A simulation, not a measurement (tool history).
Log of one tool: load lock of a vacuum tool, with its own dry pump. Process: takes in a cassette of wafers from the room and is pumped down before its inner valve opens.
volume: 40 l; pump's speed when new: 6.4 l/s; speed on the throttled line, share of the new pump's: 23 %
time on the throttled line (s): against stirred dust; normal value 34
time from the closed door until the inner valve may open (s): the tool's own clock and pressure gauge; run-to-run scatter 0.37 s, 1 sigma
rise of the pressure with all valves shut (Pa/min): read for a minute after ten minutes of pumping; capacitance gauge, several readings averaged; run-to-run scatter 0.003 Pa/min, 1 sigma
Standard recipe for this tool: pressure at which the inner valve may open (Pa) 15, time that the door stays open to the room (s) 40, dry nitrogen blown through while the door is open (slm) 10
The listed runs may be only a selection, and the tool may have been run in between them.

run,hour,time on the throttled line (s),pressure at which the inner valve may open (Pa),time that the door stays open to the room (s),dry nitrogen blown through while the door is open (slm),"incoming humidity of the room's air, %",time from the closed door until the inner valve may open (s),rise of the pressure with all valves shut (Pa/min)
1,0.0,34,15,40,10,46.9,82.8,0.120
2,442.1,34,24,40,10,43.7,79.8,0.137
3,757.0,34,24,40,10,43.7,80.0,0.143
4,1162.7,34,24,40,10,45.1,79.7,0.163
5,1548.1,34,15,29,10,43.2,83.5,0.177
6,1824.7,34,15,29,10,43.8,83.7,0.187
7,2272.3,34,15,40,10,44.8,83.7,0.220
8,2529.4,34,15,40,10,42.1,84.2,0.218
9,2896.3,54,15,40,10,42.6,99.4,0.250
10,3394.0,34,15,40,16,44.4,83.9,0.272
11,3720.3,34,15,40,10,41.8,84.2,0.292
12,4248.4,34,15,40,10,43.5,83.5,0.330
13,4583.5,34,15,40,10,46.1,85.0,0.354
14,5006.8,34,14,40,10,46.3,84.8,0.371
15,5327.8,34,14,40,10,43.1,85.2,0.395
16,5870.4,34,14,40,10,46.6,86.1,0.432
17,6237.0,34,14,40,10,45.2,86.2,0.455
18,6711.4,34,14,40,10,44.4,85.7,0.494
19,7109.7,60,15,40,5,45.5,104.6,0.542
20,7580.3,60,15,40,5,40.9,105.4,0.047
21,8014.3,60,15,40,5,44.9,104.9,0.065
22,8481.6,34,15,178,10,46.9,86.2,0.138
23,8947.2,34,15,178,10,44.1,86.5,0.139
24,9318.4,34,16,40,10,43.8,86.1,0.087
25,9598.0,34,16,40,10,46.5,86.0,0.094
26,10111.2,34,16,40,10,45.2,86.6,0.107
27,10613.1,34,16,40,10,47.2,86.6,0.137
28,11058.3,18,15,121,38,45.0,74.7,0.147
29,11616.8,18,15,121,38,45.4,74.8,0.177
30,12009.1,18,15,121,38,46.1,75.8,0.198
31,12511.4,34,15,38,10,45.7,88.4,0.193
32,12996.1,41,18,40,10,41.1,91.8,0.215
33,13559.4,41,12,40,10,47.1,95.0,0.255
34,13983.1,34,15,40,42,44.6,88.1,0.252
35,14255.1,34,10,40,42,46.0,92.0,0.276
36,14718.4,34,26,69,27,42.0,84.7,0.316

Put back what was entered between runs (1 entry, withheld): which listed runs does each sit between, and how does the hidden state differ from the listed run before to the listed run after?
Logged between run 19 and run 20: door's seal changed, seat wiped (hour 7360.6)
  pump's speed, % of a new pump's: 93.2 -> 92.8; leak at the door's seal, Pa l/s: 0.326 -> 0.0049
  the result without the hidden state subtracted from the measured one, time from the closed door until the inner valve may open (s): +3.1 -> +3.2; rise of the pressure with all valves shut (Pa/min): +0.489 -> +0.005
